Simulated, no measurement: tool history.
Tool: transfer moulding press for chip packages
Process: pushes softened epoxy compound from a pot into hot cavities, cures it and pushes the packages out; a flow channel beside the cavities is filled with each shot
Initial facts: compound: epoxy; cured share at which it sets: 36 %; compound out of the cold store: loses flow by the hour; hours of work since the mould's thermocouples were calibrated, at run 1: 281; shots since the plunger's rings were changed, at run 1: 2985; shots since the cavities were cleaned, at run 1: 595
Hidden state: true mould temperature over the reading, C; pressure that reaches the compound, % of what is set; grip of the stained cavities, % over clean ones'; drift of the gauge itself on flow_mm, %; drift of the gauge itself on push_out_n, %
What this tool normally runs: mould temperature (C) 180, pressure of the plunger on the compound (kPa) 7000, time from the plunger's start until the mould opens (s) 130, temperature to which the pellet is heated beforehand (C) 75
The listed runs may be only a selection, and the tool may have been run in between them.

run    hour  mould temperature (C)  pressure of the plunger on the compound (kPa)  time from the plunger's start until the mould opens (s)  temperature to which the pellet is heated beforehand (C)  hours of work since the mould's thermocouples were calibrated  shots since the plunger's rings were changed  shots since the cavities were cleaned  incoming compound's hours out of the cold store  length that the compound runs in the flow channel (mm)  greatest force on the pins that push the packages out (N)
  1     0.0                    180                                           7000                                                      130                                                        75                                                            281                                          2985                                    595                                             46.4                                                     787                                                        370
        8.9  -- plunger's sealing rings changed
       40.5  -- cavities cleaned with cleaning compound and waxed
  2    86.8                    180                                           7000                                                      130                                                        75                                                            342                                           878                                    531                                             26.9                                                     887                                                        375
      130.1  -- cavities cleaned with cleaning compound and waxed
  3   178.7                    180                                           7000                                                      130                                                        75                                                            408                                          1917                                    559                                             23.7                                                     893                                                        369
      220.7  -- cavities cleaned with cleaning compound and waxed
  4   225.0                    180                                           7000                                                      130                                                        75                                                            441                                          2430                                     49                                             46.5                                                     801                                                        277
      284.2  -- plunger's sealing rings changed
      309.5  -- cavities cleaned with cleaning compound and waxed
  5   314.0                    180                                           7000                                                      130                                                        75                                                            503                                           326                                     52                                             19.4                                                     928                                                        308
      328.4  -- mould's thermocouples calibrated
  6   381.8                    180                                           7000                                                      130                                                        75                                                             39                                          1082                                    808                                             46.1                                                     807                                                        369
      398.3  -- cavities cleaned with cleaning compound and waxed
  7   452.4                    180                                           7000                                                      130                                                        75                                                             90                                          1876                                    622                                             19.2                                                     914                                                        368
      486.6  -- cavities cleaned with cleaning compound and waxed
  8   490.9                    180                                           5610                                                      130                                                        75                                                            117                                          2300                                     49                                             43.4                                                     722                                                        280
      559.5  -- plunger's sealing rings changed
  9   559.5                    180                                           5610                                                      130                                                        76                                                            165                                             0                                    808                                             36.0                                                     761                                                        381
      578.0  -- cavities cleaned with cleaning compound and waxed
 10   644.3                    180                                           5610                                                      130                                                        76                                                            226                                           957                                    761                                             18.3                                                     824                                                        371
      669.1  -- cavities cleaned with cleaning compound and waxed
 11   699.1                    180                                           7000                                                      130                                                        75                                                            265                                          1569                                    345                                             12.1                                                     939                                                        348
      761.1  -- cavities cleaned with cleaning compound and waxed
 12   772.4                    180                                           6040                                                      130                                                        75                                                            317                                          2394                                    130                                             25.7                                                     818                                                        307
      829.4  -- plunger's sealing rings changed
      854.3  -- cavities cleaned with cleaning compound and waxed
 13   855.8                    180                                           7480                                                      130                                                        75                                                            375                                           286                                     18                                             23.5                                                     929                                                        279
      939.6  -- cavities cleaned with cleaning compound and waxed
 14   939.6                    180                                           7480                                                      130                                                        75                                                            436                                          1231                                      0                                             32.0                                                     889                                                        273
 15   997.7                    180                                           5240                                                      130                                                        75                                                            478                                          1898                                    667                                             43.8                                                     703                                                        384
     1024.6  -- cavities cleaned with cleaning compound and waxed
     1045.7  -- mould's thermocouples calibrated
 16  1080.1                    180                                           5240                                                      130                                                        75                                                             25                                          2804                                    613                                             32.1                                                     733                                                        391
     1103.4  -- plunger's sealing rings changed
     1117.8  -- cavities cleaned with cleaning compound and waxed
 17  1160.5                    180                                           5460                                                      130                                                        72                                                             81                                           638                                    491                                             47.7                                                     711                                                        352
     1203.3  -- cavities cleaned with cleaning compound and waxed
 18  1219.4                    175                                           5610                                                      130                                                        72                                                            123                                          1298                                    186                                             22.4                                                     824                                                        446
 19  1275.6                    180                                           8500                                                      130                                                        72                                                            164                                          1942                                    830                                             28.4                                                     959                                                        388
     1294.0  -- cavities cleaned with cleaning compound and waxed
 20  1358.3                    181                                           7470                                                      154                                                        75                                                            223                                          2876                                    739                                             13.5                                                     954                                                        321
     1376.7  -- plunger's sealing rings changed
     1384.5  -- cavities cleaned with cleaning compound and waxed
 21  1420.5                    177                                           5240                                                      112                                                        67                                                            266                                           487                                    413                                             32.7                                                     761                                                        592
     1472.7  -- cavities cleaned with cleaning compound and waxed
 22  1492.2                    187                                           7000                                                      130                                                        83                                                            317                                          1293                                    224                                             33.0                                                     839                                                        274

Predict the results of run 23:
 23  1535.8                    182                                           5380                                                      130                                                        75                                                            349                                          1794                                    725                                             20.9                                                       ?                                                          ?

length that the compound runs in the flow channel (mm): 789
greatest force on the pins that push the packages out (N): 378
On a tool with no hidden condition, and with the same random variation, this run would have come out at length that the compound runs in the flow channel (mm) 800, greatest force on the pins that push the packages out (N) 259.
